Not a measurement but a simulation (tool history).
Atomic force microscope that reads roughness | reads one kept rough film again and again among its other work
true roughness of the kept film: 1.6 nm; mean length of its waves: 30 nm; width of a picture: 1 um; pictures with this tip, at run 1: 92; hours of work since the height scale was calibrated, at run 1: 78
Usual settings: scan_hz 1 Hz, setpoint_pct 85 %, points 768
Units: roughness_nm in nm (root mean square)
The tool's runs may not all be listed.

run	hour	scan_hz	setpoint_pct	points	pictures with this tip	hours of work since the height scale was calibrated	roughness_nm
1	0	1	85	768	92	78	1.353
2	24.7	1	85	768	124	94	1.362
3	52.8	0.98	85	768	160	112	1.351
4	80	1	85	768	196	130	1.346
5	99.7	1	85	768	221	143	1.354
6	127.5	1	85	768	258	161	1.346
# hour 154.9: new tip fitted
7	157.1	1	85	768	3	180	1.354
8	182.7	0.54	85	768	36	197	1.433
9	214.8	1	85	479	78	218	1.345
10	246.7	1	85	479	119	239	1.342
11	261.7	1	85	479	139	248	1.347
12	291	1	85	479	177	268	1.344
13	309.2	1	59	940	201	279	1.499
14	331.6	1	59	940	230	294	1.492
15	364.7	1	66	783	273	316	1.474
# hour 382: new tip fitted
16	393.9	2.43	66	477	15	334	1.361
17	408.7	2.43	66	477	34	344	1.361
18	440.5	3.17	60	768	76	365	1.387

Hidden state at the last listed run before each entry between runs and at the first one after, where it differs:
Between runs 6 and 7: new tip fitted (hour 154.9)
  radius of the tip, nm: 5.4 -> 5
Between runs 15 and 16: new tip fitted (hour 382)
  radius of the tip, nm: 5.4 -> 5
